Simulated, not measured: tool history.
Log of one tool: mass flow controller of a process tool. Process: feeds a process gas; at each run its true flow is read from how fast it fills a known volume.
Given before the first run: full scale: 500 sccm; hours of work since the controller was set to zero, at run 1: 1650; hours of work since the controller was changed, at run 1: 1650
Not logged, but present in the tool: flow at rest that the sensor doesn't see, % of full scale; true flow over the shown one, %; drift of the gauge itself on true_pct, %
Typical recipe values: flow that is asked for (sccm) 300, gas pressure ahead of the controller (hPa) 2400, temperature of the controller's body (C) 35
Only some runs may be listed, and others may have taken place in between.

| run | hour | flow that is asked for (sccm) | gas pressure ahead of the controller (hPa) | temperature of the controller's body (C) | hours of work since the controller was set to zero | hours of work since the controller was changed | true flow (%) |
|---|---|---|---|---|---|---|---|
| 1 | 0.0 | 300 | 2400 | 35 | 1650 | 1650 | 98.25 |
| 2 | 143.7 | 300 | 1990 | 35 | 1747 | 1747 | 98.42 |
| 3 | 346.0 | 300 | 1990 | 35 | 1883 | 1883 | 98.42 |
| 4 | 451.3 | 300 | 1990 | 35 | 1953 | 1953 | 98.46 |
| 5 | 554.5 | 300 | 1990 | 35 | 2023 | 2023 | 98.28 |
| 6 | 638.8 | 300 | 1990 | 35 | 2079 | 2079 | 98.45 |
| 7 | 744.7 | 300 | 1990 | 35 | 2150 | 2150 | 98.27 |
| 8 | 857.2 | 300 | 2400 | 23 | 2226 | 2226 | 99.03 |
| 9 | 1001.6 | 300 | 2400 | 23 | 2323 | 2323 | 99.07 |
| 10 | 1204.9 | 300 | 2400 | 30 | 2459 | 2459 | 98.42 |
| 11 | 1398.1 | 300 | 1600 | 39 | 2589 | 2589 | 97.92 |
| 12 | 1499.5 | 300 | 1600 | 39 | 2657 | 2657 | 97.95 |
| 13 | 1703.5 | 300 | 1600 | 29 | 2794 | 2794 | 98.71 |
| 14 | 1827.4 | 59 | 1600 | 23 | 2877 | 2877 | 101.43 |
| 15 | 1944.4 | 59 | 1600 | 23 | 2956 | 2956 | 101.35 |
| 16 | 2087.4 | 59 | 1600 | 23 | 3052 | 3052 | 101.26 |
| 17 | 2213.1 | 59 | 1600 | 26 | 3136 | 3136 | 101.27 |
| 18 | 2336.9 | 229 | 1640 | 39 | 3219 | 3219 | 97.92 |
| 19 | 2480.5 | 300 | 1520 | 23 | 3316 | 3316 | 99.19 |
| 20 | 2600.2 | 69 | 1430 | 35 | 3396 | 3396 | 100.07 |

Run by run, hidden condition taken away, random variation retained:
| run | true flow (%) |
|---|---|
| 1 | 98.71 |
| 2 | 98.90 |
| 3 | 98.95 |
| 4 | 99.01 |
| 5 | 98.85 |
| 6 | 99.04 |
| 7 | 98.88 |
| 8 | 99.65 |
| 9 | 99.73 |
| 10 | 99.12 |
| 11 | 98.66 |
| 12 | 98.71 |
| 13 | 99.51 |
| 14 | 99.86 |
| 15 | 99.74 |
| 16 | 99.61 |
| 17 | 99.59 |
| 18 | 98.64 |
| 19 | 100.14 |
| 20 | 98.78 |
